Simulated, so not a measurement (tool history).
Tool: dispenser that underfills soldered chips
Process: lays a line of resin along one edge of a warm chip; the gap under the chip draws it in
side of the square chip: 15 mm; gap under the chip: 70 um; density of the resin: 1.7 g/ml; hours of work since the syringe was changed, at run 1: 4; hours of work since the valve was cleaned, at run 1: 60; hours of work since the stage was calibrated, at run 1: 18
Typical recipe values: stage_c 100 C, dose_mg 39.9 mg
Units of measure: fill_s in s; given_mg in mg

run	day	stage_c	dose_mg	hours of work since the syringe was changed	hours of work since the valve was cleaned	hours of work since the stage was calibrated	fill_s	given_mg
1	0	100	39.9	4	60	18	236.8	39.17
2	0.2	100	39.9	7	63	21	279.1	38.82
# day 0.346: new syringe of resin
3	0.45	100	39.9	2	67	25	216.1	38.97
4	0.554	114	39.9	3	69	27	141.4	38.83
5	0.758	114	39.9	6	72	30	162.6	38.98
6	0.867	114	49.9	8	73	32	173.1	48.57
# day 0.954: new syringe of resin
7	1.008	114	49.9	1	75	34	123.8	48.56
8	1.154	114	49.9	3	78	36	139.2	48.43
9	1.404	114	35.4	7	82	40	177.6	34.25
# day 1.558: new syringe of resin
10	1.625	114	35.4	1	85	43	129.6	34.36
11	1.746	114	35.4	3	87	45	143.5	34.3
12	1.942	85	39.9	6	90	48	464.3	38.51
# day 2.175: new syringe of resin
13	2.2	85	39.9	0	93	52	359	38.52
14	2.338	95	39.9	3	96	54	268	38.41
15	2.575	95	39.9	6	99	57	313.5	38.48
16	2.679	108	39.9	8	101	59	213	38.57
# day 2.771: new syringe of resin
17	2.854	108	39.9	1	103	62	159	38.34
18	3.029	108	39.9	4	106	64	177.1	38.47
19	3.242	94	39.9	7	109	68	344.4	38.24
20	3.342	94	39.9	9	111	69	364.1	38.27
# day 3.379: new syringe of resin
21	3.508	94	39.9	2	113	72	265.8	38.3

Run 22 is up next; what results do you expect?
22	3.721	100	47	5	117	75	?	?

fill_s: 239.2 s
given_mg: 44.98 mg
On a tool with no hidden condition, and with the same random variation, this run would have come out at fill_s 188.4 s, given_mg 47.03 mg.

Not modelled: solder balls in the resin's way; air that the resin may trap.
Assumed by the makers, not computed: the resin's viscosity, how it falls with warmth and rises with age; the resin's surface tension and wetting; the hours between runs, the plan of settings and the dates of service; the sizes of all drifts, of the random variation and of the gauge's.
